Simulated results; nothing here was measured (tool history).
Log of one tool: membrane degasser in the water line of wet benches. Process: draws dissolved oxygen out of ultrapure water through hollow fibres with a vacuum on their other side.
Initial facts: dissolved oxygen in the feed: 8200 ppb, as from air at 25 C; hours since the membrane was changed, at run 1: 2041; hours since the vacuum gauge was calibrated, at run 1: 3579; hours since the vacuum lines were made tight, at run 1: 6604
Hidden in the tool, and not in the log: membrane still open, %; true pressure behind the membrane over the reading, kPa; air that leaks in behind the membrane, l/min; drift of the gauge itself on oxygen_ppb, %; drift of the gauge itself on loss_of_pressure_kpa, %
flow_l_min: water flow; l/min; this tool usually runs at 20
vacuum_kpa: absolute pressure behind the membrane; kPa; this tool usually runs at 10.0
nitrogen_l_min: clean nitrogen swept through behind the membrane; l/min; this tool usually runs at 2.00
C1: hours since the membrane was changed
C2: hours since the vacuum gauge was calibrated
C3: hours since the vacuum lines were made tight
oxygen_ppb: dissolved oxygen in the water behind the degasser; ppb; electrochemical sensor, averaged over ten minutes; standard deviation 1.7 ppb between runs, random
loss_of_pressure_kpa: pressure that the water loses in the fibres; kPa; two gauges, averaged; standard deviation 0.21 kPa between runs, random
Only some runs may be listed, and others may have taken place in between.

{"run": 1, "hour": 0.0, "flow_l_min": 20, "vacuum_kpa": 10.0, "nitrogen_l_min": 2.0, "C1": 2041, "C2": 3579, "C3": 6604, "oxygen_ppb": 175.5, "loss_of_pressure_kpa": 50.19}
{"run": 2, "hour": 70.7, "flow_l_min": 20, "vacuum_kpa": 10.0, "nitrogen_l_min": 2.0, "C1": 2111, "C2": 3650, "C3": 6674, "oxygen_ppb": 173.0, "loss_of_pressure_kpa": 50.31}
{"hour": 79.7, "done": "seals of the vacuum lines changed"}
{"run": 3, "hour": 149.5, "flow_l_min": 13, "vacuum_kpa": 10.0, "nitrogen_l_min": 2.0, "C1": 2188, "C2": 3727, "C3": 70, "oxygen_ppb": 110.1, "loss_of_pressure_kpa": 32.84}
{"run": 4, "hour": 240.9, "flow_l_min": 13, "vacuum_kpa": 17.7, "nitrogen_l_min": 2.0, "C1": 2280, "C2": 3818, "C3": 161, "oxygen_ppb": 226.6, "loss_of_pressure_kpa": 32.83}
{"run": 5, "hour": 336.1, "flow_l_min": 20, "vacuum_kpa": 10.0, "nitrogen_l_min": 2.0, "C1": 2375, "C2": 3914, "C3": 256, "oxygen_ppb": 169.8, "loss_of_pressure_kpa": 50.63}
{"run": 6, "hour": 389.7, "flow_l_min": 20, "vacuum_kpa": 10.0, "nitrogen_l_min": 2.0, "C1": 2428, "C2": 3967, "C3": 310, "oxygen_ppb": 170.7, "loss_of_pressure_kpa": 50.97}
{"run": 7, "hour": 447.2, "flow_l_min": 20, "vacuum_kpa": 10.0, "nitrogen_l_min": 2.0, "C1": 2486, "C2": 4025, "C3": 368, "oxygen_ppb": 170.7, "loss_of_pressure_kpa": 50.78}
{"run": 8, "hour": 510.3, "flow_l_min": 20, "vacuum_kpa": 10.0, "nitrogen_l_min": 2.0, "C1": 2549, "C2": 4088, "C3": 431, "oxygen_ppb": 172.3, "loss_of_pressure_kpa": 50.15}
{"run": 9, "hour": 608.6, "flow_l_min": 20, "vacuum_kpa": 10.0, "nitrogen_l_min": 2.0, "C1": 2647, "C2": 4186, "C3": 529, "oxygen_ppb": 174.9, "loss_of_pressure_kpa": 50.64}
{"run": 10, "hour": 662.0, "flow_l_min": 18, "vacuum_kpa": 10.0, "nitrogen_l_min": 2.0, "C1": 2701, "C2": 4239, "C3": 582, "oxygen_ppb": 151.3, "loss_of_pressure_kpa": 45.81}
{"run": 11, "hour": 767.7, "flow_l_min": 24, "vacuum_kpa": 10.0, "nitrogen_l_min": 2.0, "C1": 2806, "C2": 4345, "C3": 688, "oxygen_ppb": 213.6, "loss_of_pressure_kpa": 60.93}
{"run": 12, "hour": 818.0, "flow_l_min": 24, "vacuum_kpa": 9.9, "nitrogen_l_min": 2.0, "C1": 2857, "C2": 4395, "C3": 738, "oxygen_ppb": 211.5, "loss_of_pressure_kpa": 60.9}
{"run": 13, "hour": 909.2, "flow_l_min": 17, "vacuum_kpa": 9.9, "nitrogen_l_min": 2.0, "C1": 2948, "C2": 4487, "C3": 829, "oxygen_ppb": 143.5, "loss_of_pressure_kpa": 42.99}
{"run": 14, "hour": 1002.2, "flow_l_min": 17, "vacuum_kpa": 15.7, "nitrogen_l_min": 2.0, "C1": 3041, "C2": 4580, "C3": 923, "oxygen_ppb": 255.5, "loss_of_pressure_kpa": 42.89}
{"run": 15, "hour": 1081.6, "flow_l_min": 17, "vacuum_kpa": 15.7, "nitrogen_l_min": 2.0, "C1": 3120, "C2": 4659, "C3": 1002, "oxygen_ppb": 252.8, "loss_of_pressure_kpa": 43.09}
{"run": 16, "hour": 1167.0, "flow_l_min": 20, "vacuum_kpa": 7.0, "nitrogen_l_min": 1.04, "C1": 3206, "C2": 4744, "C3": 1087, "oxygen_ppb": 182.6, "loss_of_pressure_kpa": 50.77}
{"hour": 1233.5, "done": "vacuum gauge calibrated"}
{"run": 17, "hour": 1239.9, "flow_l_min": 20, "vacuum_kpa": 7.0, "nitrogen_l_min": 1.04, "C1": 3278, "C2": 6, "C3": 1160, "oxygen_ppb": 184.5, "loss_of_pressure_kpa": 50.8}
{"run": 18, "hour": 1338.5, "flow_l_min": 22, "vacuum_kpa": 13.6, "nitrogen_l_min": 1.14, "C1": 3377, "C2": 105, "C3": 1258, "oxygen_ppb": 451.6, "loss_of_pressure_kpa": 55.96}
{"run": 19, "hour": 1426.2, "flow_l_min": 22, "vacuum_kpa": 13.6, "nitrogen_l_min": 1.14, "C1": 3464, "C2": 193, "C3": 1346, "oxygen_ppb": 462.3, "loss_of_pressure_kpa": 56.08}
{"run": 20, "hour": 1529.1, "flow_l_min": 31, "vacuum_kpa": 10.0, "nitrogen_l_min": 3.68, "C1": 3567, "C2": 296, "C3": 1449, "oxygen_ppb": 207.7, "loss_of_pressure_kpa": 79.19}
{"run": 21, "hour": 1608.1, "flow_l_min": 16, "vacuum_kpa": 11.8, "nitrogen_l_min": 5.31, "C1": 3646, "C2": 375, "C3": 1528, "oxygen_ppb": 70.0, "loss_of_pressure_kpa": 40.6}
{"run": 22, "hour": 1697.0, "flow_l_min": 16, "vacuum_kpa": 11.8, "nitrogen_l_min": 5.31, "C1": 3735, "C2": 463, "C3": 1617, "oxygen_ppb": 68.2, "loss_of_pressure_kpa": 40.8}
{"run": 23, "hour": 1748.0, "flow_l_min": 12, "vacuum_kpa": 10.0, "nitrogen_l_min": 1.8, "C1": 3786, "C2": 514, "C3": 1668, "oxygen_ppb": 117.6, "loss_of_pressure_kpa": 30.67}
{"hour": 1794.2, "done": "vacuum gauge calibrated, once more"}
{"run": 24, "hour": 1821.5, "flow_l_min": 12, "vacuum_kpa": 10.0, "nitrogen_l_min": 1.8, "C1": 3859, "C2": 27, "C3": 1741, "oxygen_ppb": 107.3, "loss_of_pressure_kpa": 30.64}
{"run": 25, "hour": 1901.0, "flow_l_min": 17, "vacuum_kpa": 13.0, "nitrogen_l_min": 2.0, "C1": 3939, "C2": 107, "C3": 1820, "oxygen_ppb": 195.5, "loss_of_pressure_kpa": 43.71}
{"run": 26, "hour": 1947.2, "flow_l_min": 13, "vacuum_kpa": 12.5, "nitrogen_l_min": 2.0, "C1": 3985, "C2": 153, "C3": 1866, "oxygen_ppb": 145.7, "loss_of_pressure_kpa": 33.49}

Alternative continuations, all from the tool just after run 26; predict every row:
{"run": "A", "hour": 2011.3, "flow_l_min": 13, "vacuum_kpa": 12.5, "nitrogen_l_min": 3.38, "C1": 4049, "C2": 217, "C3": 1931, "oxygen_ppb": "?", "loss_of_pressure_kpa": "?"}
{"run": "B", "hour": 2011.3, "flow_l_min": 13, "vacuum_kpa": 10.0, "nitrogen_l_min": 2.0, "C1": 4049, "C2": 217, "C3": 1931, "oxygen_ppb": "?", "loss_of_pressure_kpa": "?"}
{"run": "C", "hour": 2011.3, "flow_l_min": 21, "vacuum_kpa": 22.5, "nitrogen_l_min": 3.32, "C1": 4049, "C2": 217, "C3": 1931, "oxygen_ppb": "?", "loss_of_pressure_kpa": "?"}
{"run": "D", "hour": 2011.3, "flow_l_min": 32, "vacuum_kpa": 13.1, "nitrogen_l_min": 2.01, "C1": 4049, "C2": 217, "C3": 1931, "oxygen_ppb": "?", "loss_of_pressure_kpa": "?"}

run=A oxygen_ppb=87.5 loss_of_pressure_kpa=33.15
run=B oxygen_ppb=108.0 loss_of_pressure_kpa=33.23
run=C oxygen_ppb=294.7 loss_of_pressure_kpa=53.26
run=D oxygen_ppb=421.1 loss_of_pressure_kpa=82.02
Take away the tool's hidden state, keep each run's random variation, and the runs would have read:
run=A oxygen_ppb=86.7 loss_of_pressure_kpa=32.25
run=B oxygen_ppb=107.1 loss_of_pressure_kpa=32.33
run=C oxygen_ppb=291.6 loss_of_pressure_kpa=51.81
run=D oxygen_ppb=411.9 loss_of_pressure_kpa=79.81

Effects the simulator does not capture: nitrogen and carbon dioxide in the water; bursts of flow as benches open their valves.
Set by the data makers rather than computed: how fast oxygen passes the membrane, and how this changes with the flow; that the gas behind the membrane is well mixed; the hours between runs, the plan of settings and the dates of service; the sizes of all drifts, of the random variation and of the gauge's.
